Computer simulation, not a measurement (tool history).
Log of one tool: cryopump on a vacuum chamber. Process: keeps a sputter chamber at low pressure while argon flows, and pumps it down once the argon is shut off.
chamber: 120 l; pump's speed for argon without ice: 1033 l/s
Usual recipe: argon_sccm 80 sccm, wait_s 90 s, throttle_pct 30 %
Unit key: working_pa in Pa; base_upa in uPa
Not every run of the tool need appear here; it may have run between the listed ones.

run 1 hour=0 | argon_sccm=80 wait_s=90 throttle_pct=30 | working_pa=0.4416 base_upa=2.09
run 2 hour=72.6 | argon_sccm=53 wait_s=90 throttle_pct=30 | working_pa=0.2905 base_upa=2.06
run 3 hour=142.7 | argon_sccm=80 wait_s=90 throttle_pct=30 | working_pa=0.4401 base_upa=2.08
run 4 hour=182.1 | argon_sccm=80 wait_s=119 throttle_pct=30 | working_pa=0.4412 base_upa=1.83
run 5 hour=247.2 | argon_sccm=80 wait_s=119 throttle_pct=30 | working_pa=0.441 base_upa=1.85
run 6 hour=293.6 | argon_sccm=80 wait_s=90 throttle_pct=30 | working_pa=0.4425 base_upa=2.2
run 7 hour=356.3 | argon_sccm=48 wait_s=90 throttle_pct=30 | working_pa=0.269 base_upa=2.21
run 8 hour=407 | argon_sccm=48 wait_s=90 throttle_pct=30 | working_pa=0.267 base_upa=2.28
run 9 hour=452.6 | argon_sccm=80 wait_s=90 throttle_pct=30 | working_pa=0.4461 base_upa=2.37
run 10 hour=489.9 | argon_sccm=80 wait_s=90 throttle_pct=46 | working_pa=0.2948 base_upa=2.21
run 11 hour=528 | argon_sccm=80 wait_s=90 throttle_pct=46 | working_pa=0.2952 base_upa=2.35
run 12 hour=601.4 | argon_sccm=80 wait_s=90 throttle_pct=46 | working_pa=0.2969 base_upa=2.36
run 13 hour=637.2 | argon_sccm=80 wait_s=90 throttle_pct=46 | working_pa=0.2978 base_upa=2.33
run 14 hour=676.8 | argon_sccm=80 wait_s=90 throttle_pct=46 | working_pa=0.2973 base_upa=2.48
run 15 hour=708 | argon_sccm=80 wait_s=90 throttle_pct=46 | working_pa=0.2999 base_upa=2.6
run 16 hour=780.6 | argon_sccm=80 wait_s=90 throttle_pct=30 | working_pa=0.4503 base_upa=2.55
run 17 hour=837.2 | argon_sccm=80 wait_s=90 throttle_pct=30 | working_pa=0.4505 base_upa=2.61
run 18 hour=879.4 | argon_sccm=77 wait_s=38 throttle_pct=30 | working_pa=0.435 base_upa=4.47
run 19 hour=951.1 | argon_sccm=41 wait_s=21 throttle_pct=26 | working_pa=0.265 base_upa=6.87
run 20 hour=1002.1 | argon_sccm=73 wait_s=41 throttle_pct=49 | working_pa=0.2615 base_upa=4.33
run 21 hour=1035.3 | argon_sccm=73 wait_s=41 throttle_pct=49 | working_pa=0.2627 base_upa=4.24
run 22 hour=1074.6 | argon_sccm=73 wait_s=41 throttle_pct=49 | working_pa=0.2643 base_upa=4.31
run 23 hour=1127.3 | argon_sccm=73 wait_s=41 throttle_pct=49 | working_pa=0.2642 base_upa=4.38
run 24 hour=1171.1 | argon_sccm=70 wait_s=175 throttle_pct=48 | working_pa=0.2578 base_upa=2.22
-- hour=1206.6 pump warmed up, emptied and cooled again
run 25 hour=1248.6 | argon_sccm=44 wait_s=82 throttle_pct=25 | working_pa=0.2908 base_upa=2.86
run 26 hour=1283.6 | argon_sccm=131 wait_s=82 throttle_pct=45 | working_pa=0.4869 base_upa=2.84
run 27 hour=1339.9 | argon_sccm=123 wait_s=45 throttle_pct=38 | working_pa=0.5411 base_upa=3.87
run 28 hour=1401.1 | argon_sccm=123 wait_s=45 throttle_pct=38 | working_pa=0.5411 base_upa=4.13
run 29 hour=1450.2 | argon_sccm=112 wait_s=45 throttle_pct=45 | working_pa=0.4199 base_upa=4.06
run 30 hour=1519.2 | argon_sccm=82 wait_s=245 throttle_pct=30 | working_pa=0.4586 base_upa=2.12
run 31 hour=1556 | argon_sccm=82 wait_s=245 throttle_pct=30 | working_pa=0.4565 base_upa=2.08
run 32 hour=1618.3 | argon_sccm=123 wait_s=245 throttle_pct=31 | working_pa=0.6623 base_upa=2.2
run 33 hour=1682.9 | argon_sccm=123 wait_s=245 throttle_pct=31 | working_pa=0.6661 base_upa=2.2
run 34 hour=1728 | argon_sccm=80 wait_s=56 throttle_pct=30 | working_pa=0.448 base_upa=3.83

For some of the steps in working_pa from one run to the next: how much would appear even if the tool had no hidden state, given the settings, what came in and random variation, and how much remains for the hidden state plus any gauge scatter that the measured result and the result without hidden state don't share?
The tool's hidden condition here consists of: pump's speed, % of a pump's without ice; cold plate's temperature, K; leak into the chamber, uPa l/s; drift of the gauge itself on working_pa, %; drift of the gauge itself on base_upa, %.
Run 18 -> 19: argon_sccm 77 -> 41, wait_s 38 -> 21, throttle_pct 30 -> 26. working_pa -0.17 Pa: hidden state -0.0068, all else -0.1632.
Run 19 -> 20: argon_sccm 41 -> 73, wait_s 21 -> 41, throttle_pct 26 -> 49. working_pa -0.0035 Pa: hidden state +0.0082, all else -0.0117.
Run 24 -> 25: argon_sccm 70 -> 44, wait_s 175 -> 82, throttle_pct 48 -> 25, pump warmed up, emptied and cooled again. working_pa +0.033 Pa: hidden state -0.0164, all else +0.0494.
Run 25 -> 26: argon_sccm 44 -> 131, throttle_pct 25 -> 45. working_pa +0.1961 Pa: hidden state +0.0064, all else +0.1897.
Run 31 -> 32: argon_sccm 82 -> 123, throttle_pct 30 -> 31. working_pa +0.2058 Pa: hidden state +0.0065, all else +0.1993.
Run 33 -> 34: argon_sccm 123 -> 80, wait_s 245 -> 56, throttle_pct 31 -> 30. working_pa -0.2181 Pa: hidden state -0.0055, all else -0.2126.
